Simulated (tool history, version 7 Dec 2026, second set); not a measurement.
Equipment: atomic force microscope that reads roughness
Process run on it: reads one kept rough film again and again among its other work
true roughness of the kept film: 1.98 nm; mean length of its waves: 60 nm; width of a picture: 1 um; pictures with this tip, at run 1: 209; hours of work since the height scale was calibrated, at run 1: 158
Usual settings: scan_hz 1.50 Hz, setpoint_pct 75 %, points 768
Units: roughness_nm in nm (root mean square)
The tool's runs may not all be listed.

| run | hour | scan_hz | setpoint_pct | points | pictures with this tip | hours of work since the height scale was calibrated | roughness_nm |
|---|---|---|---|---|---|---|---|
| 1 | 0.0 | 1.50 | 75 | 768 | 209 | 158 | 1.853 |
| 2 | 10.0 | 1.50 | 75 | 768 | 234 | 165 | 1.849 |
|  | 16.2 | new tip fitted |
| 3 | 19.0 | 1.50 | 75 | 768 | 7 | 172 | 1.873 |
| 4 | 33.8 | 1.50 | 75 | 768 | 44 | 183 | 1.869 |
| 5 | 48.5 | 1.50 | 71 | 768 | 81 | 194 | 1.886 |
| 6 | 65.1 | 1.50 | 71 | 768 | 123 | 206 | 1.878 |
| 7 | 78.8 | 1.50 | 71 | 768 | 157 | 217 | 1.876 |
| 8 | 94.3 | 1.50 | 71 | 768 | 196 | 228 | 1.872 |
| 9 | 104.1 | 1.62 | 73 | 334 | 221 | 236 | 1.857 |
| 10 | 113.9 | 2.00 | 75 | 339 | 245 | 243 | 1.825 |
|  | 116.0 | new tip fitted |
| 11 | 130.9 | 1.80 | 75 | 800 | 38 | 255 | 1.861 |
| 12 | 140.0 | 1.96 | 61 | 295 | 60 | 262 | 1.903 |
| 13 | 147.4 | 1.96 | 61 | 295 | 79 | 268 | 1.901 |
| 14 | 155.1 | 1.96 | 61 | 295 | 98 | 273 | 1.899 |
| 15 | 166.1 | 1.96 | 61 | 295 | 126 | 282 | 1.903 |

Same runs, no hidden state in the tool, same run-to-run variation:
Hidden state present: radius of the tip, nm; height scale over the true one, %; drift of the gauge itself on roughness_nm, %.
| run | roughness_nm |
|---|---|
| 1 | 1.871 |
| 2 | 1.869 |
| 3 | 1.870 |
| 4 | 1.870 |
| 5 | 1.889 |
| 6 | 1.886 |
| 7 | 1.886 |
| 8 | 1.887 |
| 9 | 1.874 |
| 10 | 1.843 |
| 11 | 1.859 |
| 12 | 1.903 |
| 13 | 1.903 |
| 14 | 1.902 |
| 15 | 1.909 |
